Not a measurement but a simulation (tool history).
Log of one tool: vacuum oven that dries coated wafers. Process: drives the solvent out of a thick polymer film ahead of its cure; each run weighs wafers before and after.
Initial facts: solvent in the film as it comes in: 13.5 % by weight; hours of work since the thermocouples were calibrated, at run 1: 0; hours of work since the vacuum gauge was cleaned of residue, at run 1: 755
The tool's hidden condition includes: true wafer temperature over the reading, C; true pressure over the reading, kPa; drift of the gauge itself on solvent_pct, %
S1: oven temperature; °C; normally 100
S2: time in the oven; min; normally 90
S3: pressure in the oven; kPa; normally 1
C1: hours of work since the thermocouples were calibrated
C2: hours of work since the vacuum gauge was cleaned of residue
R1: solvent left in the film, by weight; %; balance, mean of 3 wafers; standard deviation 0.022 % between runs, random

Run 1, hour 0: usual settings; C1 0; C2 755. Result: R1 1.86 %.
Run 2, hour 97.6: usual settings but S2 59 min; C1 46; C2 801. Result: R1 3.17 %.
Run 3, hour 179: usual settings but S2 59 min; C1 84; C2 839. Result: R1 3.15 %.
Run 4, hour 273.5: usual settings; C1 129; C2 884. Result: R1 1.89 %.
Run 5, hour 360.6: usual settings; C1 170; C2 925. Result: R1 1.9 %.
Run 6, hour 437.1: usual settings; C1 206; C2 961. Result: R1 1.92 %.
Run 7, hour 520.7: usual settings; C1 245; C2 1000. Result: R1 1.94 %.
Run 8, hour 574.2: usual settings; C1 270; C2 1025. Result: R1 1.91 %.
Run 9, hour 663.4: usual settings; C1 312; C2 1067. Result: R1 1.94 %.
Run 10, hour 770.1: usual settings but S1 88 °C; C1 363; C2 1117. Result: R1 3.88 %.
Run 11, hour 842: usual settings but S1 93 °C; C1 397; C2 1151. Result: R1 3.02 %.
At hour 848.8: vacuum gauge cleaned of residue and calibrated.
Run 12, hour 936.1: usual settings but S1 93 °C, S2 150 min, S3 0.8 kPa; C1 440; C2 41. Result: R1 1.6 %.
Run 13, hour 986.3: usual settings but S1 99 °C, S2 76 min, S3 3.9 kPa; C1 464; C2 65. Result: R1 4.22 %.
Run 14, hour 1038.3: usual settings but S1 111 °C, S2 47 min, S3 1.65 kPa; C1 488; C2 89. Result: R1 2.67 %.
At hour 1062.4: vacuum gauge cleaned of residue and calibrated, once more.
Run 15, hour 1088.8: usual settings but S1 111 °C, S2 47 min, S3 1.65 kPa; C1 511; C2 12. Result: R1 2.57 %.
Run 16, hour 1170.6: usual settings but S1 97 °C, S3 0.93 kPa; C1 550; C2 51. Result: R1 2.29 %.

Run 17 has not been measured yet. What should we expect?
Run 17, hour 1259.6: usual settings but S1 97 °C, S3 1.34 kPa; C1 592; C2 93. Result: R1 ?.

{"run 17": {"R1": 2.52}}
Were there no unlogged condition in the tool, this run, its random variation unchanged, would have produced R1 2.37 %.

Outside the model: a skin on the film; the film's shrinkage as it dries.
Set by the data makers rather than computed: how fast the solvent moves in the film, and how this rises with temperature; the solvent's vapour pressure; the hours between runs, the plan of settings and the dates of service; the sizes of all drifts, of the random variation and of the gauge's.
